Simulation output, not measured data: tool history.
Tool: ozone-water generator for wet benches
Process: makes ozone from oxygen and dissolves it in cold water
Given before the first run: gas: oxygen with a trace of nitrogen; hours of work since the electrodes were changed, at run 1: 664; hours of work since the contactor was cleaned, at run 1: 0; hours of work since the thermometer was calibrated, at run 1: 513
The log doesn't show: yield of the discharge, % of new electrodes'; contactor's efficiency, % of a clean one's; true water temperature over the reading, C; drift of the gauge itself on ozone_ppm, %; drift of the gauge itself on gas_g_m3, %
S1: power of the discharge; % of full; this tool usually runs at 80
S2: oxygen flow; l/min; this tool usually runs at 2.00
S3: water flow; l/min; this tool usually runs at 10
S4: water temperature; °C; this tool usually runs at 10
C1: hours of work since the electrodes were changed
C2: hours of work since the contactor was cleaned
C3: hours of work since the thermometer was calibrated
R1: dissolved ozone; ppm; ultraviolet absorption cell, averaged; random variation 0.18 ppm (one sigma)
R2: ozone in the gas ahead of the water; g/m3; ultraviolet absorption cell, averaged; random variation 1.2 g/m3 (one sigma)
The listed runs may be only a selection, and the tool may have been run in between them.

run   hour   S1    S2  S3  S4    C1   C2    C3    R1     R2
  1    0.0   80  2.00  10  10   664    0   513  23.6  220.6
  2   53.0   80  2.00  10  10   710   46   558  23.7  220.0
  3  168.1   80  2.00  10   9   809  145   658  23.9  220.7
  4  275.2   80  2.00  10   9   902  238   750  23.5  219.9
  5  378.0   80  2.00  10   9   990  327   839  23.8  220.1
  6  440.1   80  2.00  10   6  1044  380   893  23.7  220.3
  7  491.6   80  2.00  16  10  1089  425   938  15.5  217.0
  8  580.0   80  2.00  10  10  1165  501  1014  23.2  217.3
  9  633.8  100  2.00  10  10  1212  548  1060  26.1  245.3
 10  722.6   80  3.15  10  10  1288  625  1137  24.1  175.0
 11  777.5   78  3.15  10  10  1336  672  1185  23.9  170.3

The next listed run, before its measurement:
 12  893.9  54  1.53   8   8  1437  773  1285   ?   ?

For run 12 the tool returned R1 21.2 ppm, R2 197.1 g/m3.
On a tool with no hidden condition, and with the same random variation, this run would have come out at R1 22.4 ppm, R2 206.3 g/m3.
